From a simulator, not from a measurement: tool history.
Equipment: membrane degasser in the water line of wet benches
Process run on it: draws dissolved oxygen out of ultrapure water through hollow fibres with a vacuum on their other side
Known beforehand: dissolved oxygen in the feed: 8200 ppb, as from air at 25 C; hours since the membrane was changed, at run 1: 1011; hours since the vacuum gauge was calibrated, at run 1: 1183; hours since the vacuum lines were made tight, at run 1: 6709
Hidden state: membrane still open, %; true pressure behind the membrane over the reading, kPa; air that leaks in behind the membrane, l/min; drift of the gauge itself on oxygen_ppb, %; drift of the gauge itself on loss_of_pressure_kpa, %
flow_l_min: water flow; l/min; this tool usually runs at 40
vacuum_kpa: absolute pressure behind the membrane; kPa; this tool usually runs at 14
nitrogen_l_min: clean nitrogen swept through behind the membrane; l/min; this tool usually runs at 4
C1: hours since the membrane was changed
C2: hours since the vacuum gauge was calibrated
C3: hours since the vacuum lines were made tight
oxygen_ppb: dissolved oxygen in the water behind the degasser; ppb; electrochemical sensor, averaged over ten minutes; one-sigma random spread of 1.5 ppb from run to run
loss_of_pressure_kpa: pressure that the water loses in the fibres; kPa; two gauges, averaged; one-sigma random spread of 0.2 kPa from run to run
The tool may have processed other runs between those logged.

run 1 hour=0 | flow_l_min=40 vacuum_kpa=14 nitrogen_l_min=4 | C1=1011 C2=1183 C3=6709 | oxygen_ppb=257.7 loss_of_pressure_kpa=43.2
run 2 hour=59.2 | flow_l_min=44 vacuum_kpa=14 nitrogen_l_min=4 | C1=1070 C2=1243 C3=6769 | oxygen_ppb=280 loss_of_pressure_kpa=47.43
run 3 hour=100.5 | flow_l_min=44 vacuum_kpa=14 nitrogen_l_min=4 | C1=1111 C2=1284 C3=6810 | oxygen_ppb=282.7 loss_of_pressure_kpa=47.64
run 4 hour=143.1 | flow_l_min=44 vacuum_kpa=14 nitrogen_l_min=4 | C1=1154 C2=1326 C3=6853 | oxygen_ppb=282 loss_of_pressure_kpa=47.73
run 5 hour=181.6 | flow_l_min=40 vacuum_kpa=14 nitrogen_l_min=4 | C1=1192 C2=1365 C3=6891 | oxygen_ppb=257.2 loss_of_pressure_kpa=43.26
run 6 hour=231.3 | flow_l_min=40 vacuum_kpa=14 nitrogen_l_min=4 | C1=1242 C2=1415 C3=6941 | oxygen_ppb=258.5 loss_of_pressure_kpa=43.14
run 7 hour=273.7 | flow_l_min=40 vacuum_kpa=14 nitrogen_l_min=1.69 | C1=1284 C2=1457 C3=6983 | oxygen_ppb=537.6 loss_of_pressure_kpa=42.87
run 8 hour=314.9 | flow_l_min=40 vacuum_kpa=10.7 nitrogen_l_min=1.69 | C1=1326 C2=1498 C3=7024 | oxygen_ppb=384.4 loss_of_pressure_kpa=43.29
run 9 hour=364.5 | flow_l_min=40 vacuum_kpa=14 nitrogen_l_min=4 | C1=1375 C2=1548 C3=7074 | oxygen_ppb=261.2 loss_of_pressure_kpa=43.4
run 10 hour=397.3 | flow_l_min=40 vacuum_kpa=28.7 nitrogen_l_min=4 | C1=1408 C2=1581 C3=7107 | oxygen_ppb=584.5 loss_of_pressure_kpa=43.07
run 11 hour=433.4 | flow_l_min=40 vacuum_kpa=28.7 nitrogen_l_min=4 | C1=1444 C2=1617 C3=7143 | oxygen_ppb=580.5 loss_of_pressure_kpa=43.07
run 12 hour=476.3 | flow_l_min=40 vacuum_kpa=28.7 nitrogen_l_min=4 | C1=1487 C2=1660 C3=7186 | oxygen_ppb=577.7 loss_of_pressure_kpa=43.52
run 13 hour=521.7 | flow_l_min=40 vacuum_kpa=28.7 nitrogen_l_min=2.75 | C1=1532 C2=1705 C3=7231 | oxygen_ppb=795.9 loss_of_pressure_kpa=43.67
run 14 hour=572.1 | flow_l_min=40 vacuum_kpa=28.7 nitrogen_l_min=2.75 | C1=1583 C2=1755 C3=7282 | oxygen_ppb=793.1 loss_of_pressure_kpa=43.41
run 15 hour=623 | flow_l_min=40 vacuum_kpa=14 nitrogen_l_min=11.68 | C1=1634 C2=1806 C3=7332 | oxygen_ppb=96.6 loss_of_pressure_kpa=43.52
run 16 hour=670 | flow_l_min=28 vacuum_kpa=14 nitrogen_l_min=4 | C1=1681 C2=1853 C3=7380 | oxygen_ppb=187.8 loss_of_pressure_kpa=30.6
run 17 hour=720 | flow_l_min=58 vacuum_kpa=14 nitrogen_l_min=5.9 | C1=1731 C2=1903 C3=7429 | oxygen_ppb=261.7 loss_of_pressure_kpa=62.99
run 18 hour=756.2 | flow_l_min=40 vacuum_kpa=25.5 nitrogen_l_min=3.8 | C1=1767 C2=1939 C3=7466 | oxygen_ppb=537.5 loss_of_pressure_kpa=43.15
run 19 hour=805.5 | flow_l_min=61 vacuum_kpa=16.3 nitrogen_l_min=8 | C1=1816 C2=1989 C3=7515 | oxygen_ppb=250.6 loss_of_pressure_kpa=66.4
run 20 hour=868.4 | flow_l_min=26 vacuum_kpa=14 nitrogen_l_min=11.64 | C1=1879 C2=2052 C3=7578 | oxygen_ppb=62.8 loss_of_pressure_kpa=28.36
run 21 hour=921.9 | flow_l_min=26 vacuum_kpa=14 nitrogen_l_min=11.64 | C1=1933 C2=2105 C3=7631 | oxygen_ppb=62.8 loss_of_pressure_kpa=28.45
-- hour=926.3 vacuum gauge calibrated
run 22 hour=962.2 | flow_l_min=40 vacuum_kpa=14 nitrogen_l_min=4 | C1=1972 C2=36 C3=7671 | oxygen_ppb=261.9 loss_of_pressure_kpa=43.43
run 23 hour=1018.3 | flow_l_min=33 vacuum_kpa=26.2 nitrogen_l_min=4.12 | C1=2028 C2=92 C3=7727 | oxygen_ppb=434.8 loss_of_pressure_kpa=36.01
-- hour=1033 vacuum gauge calibrated, once more
run 24 hour=1066 | flow_l_min=40 vacuum_kpa=28.8 nitrogen_l_min=4 | C1=2076 C2=33 C3=7774 | oxygen_ppb=571 loss_of_pressure_kpa=43.52
run 25 hour=1122.8 | flow_l_min=53 vacuum_kpa=13.5 nitrogen_l_min=4 | C1=2132 C2=90 C3=7831 | oxygen_ppb=319.1 loss_of_pressure_kpa=57.49
run 26 hour=1171.2 | flow_l_min=53 vacuum_kpa=13.5 nitrogen_l_min=4 | C1=2181 C2=138 C3=7880 | oxygen_ppb=315.4 loss_of_pressure_kpa=57.29
run 27 hour=1220.6 | flow_l_min=53 vacuum_kpa=17.8 nitrogen_l_min=2.72 | C1=2230 C2=188 C3=7929 | oxygen_ppb=609.5 loss_of_pressure_kpa=57.72
run 28 hour=1282.4 | flow_l_min=24 vacuum_kpa=20.3 nitrogen_l_min=4 | C1=2292 C2=249 C3=7991 | oxygen_ppb=250 loss_of_pressure_kpa=26.23
run 29 hour=1337.4 | flow_l_min=51 vacuum_kpa=19.2 nitrogen_l_min=11.79 | C1=2347 C2=304 C3=8046 | oxygen_ppb=175.3 loss_of_pressure_kpa=55.6
run 30 hour=1386.3 | flow_l_min=51 vacuum_kpa=19.2 nitrogen_l_min=11.79 | C1=2396 C2=353 C3=8095 | oxygen_ppb=175.2 loss_of_pressure_kpa=55.84
run 31 hour=1448.1 | flow_l_min=38 vacuum_kpa=31.6 nitrogen_l_min=6.39 | C1=2458 C2=415 C3=8157 | oxygen_ppb=401.5 loss_of_pressure_kpa=41.46

Alternative continuations, all from the tool just after run 31; predict every row:
run A hour=1482.6 | flow_l_min=41 vacuum_kpa=31.6 nitrogen_l_min=8.51 | C1=2492 C2=450 C3=8191 | oxygen_ppb=? loss_of_pressure_kpa=?
run B hour=1482.6 | flow_l_min=36 vacuum_kpa=11 nitrogen_l_min=10 | C1=2492 C2=450 C3=8191 | oxygen_ppb=? loss_of_pressure_kpa=?
run C hour=1482.6 | flow_l_min=55 vacuum_kpa=14 nitrogen_l_min=1.66 | C1=2492 C2=450 C3=8191 | oxygen_ppb=? loss_of_pressure_kpa=?

run=A oxygen_ppb=331.8 loss_of_pressure_kpa=44.96
run=B oxygen_ppb=72.3 loss_of_pressure_kpa=39.21
run=C oxygen_ppb=703.4 loss_of_pressure_kpa=60.22
The same runs, with their run-to-run variation unchanged, on a tool lacking any hidden condition would have given:
run=A oxygen_ppb=324.6 loss_of_pressure_kpa=44.28
run=B oxygen_ppb=70.5 loss_of_pressure_kpa=38.62
run=C oxygen_ppb=700.8 loss_of_pressure_kpa=59.31
